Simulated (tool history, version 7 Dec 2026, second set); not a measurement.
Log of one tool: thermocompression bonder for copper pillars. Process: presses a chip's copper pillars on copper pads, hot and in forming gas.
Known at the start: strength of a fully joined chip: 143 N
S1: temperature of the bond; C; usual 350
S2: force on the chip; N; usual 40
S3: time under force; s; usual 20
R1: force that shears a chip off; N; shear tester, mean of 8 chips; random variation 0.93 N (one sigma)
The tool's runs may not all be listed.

run	hour	S1	S2	S3	R1
1	0.0	350	40	20	82.5
2	15.2	350	40	20	82.9
3	25.7	350	40	20	82.3
4	34.7	375	40	20	97.8
5	47.3	375	40	20	97.8
6	60.1	350	40	20	83.0
7	78.9	336	40	20	72.3
8	93.1	336	40	20	73.3
9	107.3	336	40	20	72.7
10	115.5	372	32	25	91.6
11	125.1	372	32	25	90.9
12	143.6	350	32	28	79.3
13	160.4	350	53	21	93.4
14	170.4	375	36	17	86.9
15	181.6	334	35	20	65.0

Forecast each of these 4 alternatives for the next run:
A	199.8	350	45	20	?
B	199.8	335	34	20	?
C	199.8	333	59	53	?
D	199.8	333	48	23	?

run	R1
A	84.9
B	64.3
C	105.5
D	81.4
Without the tool's hidden state the same runs would have given:
run	R1
A	97.7
B	74.8
C	120.3
D	94.0
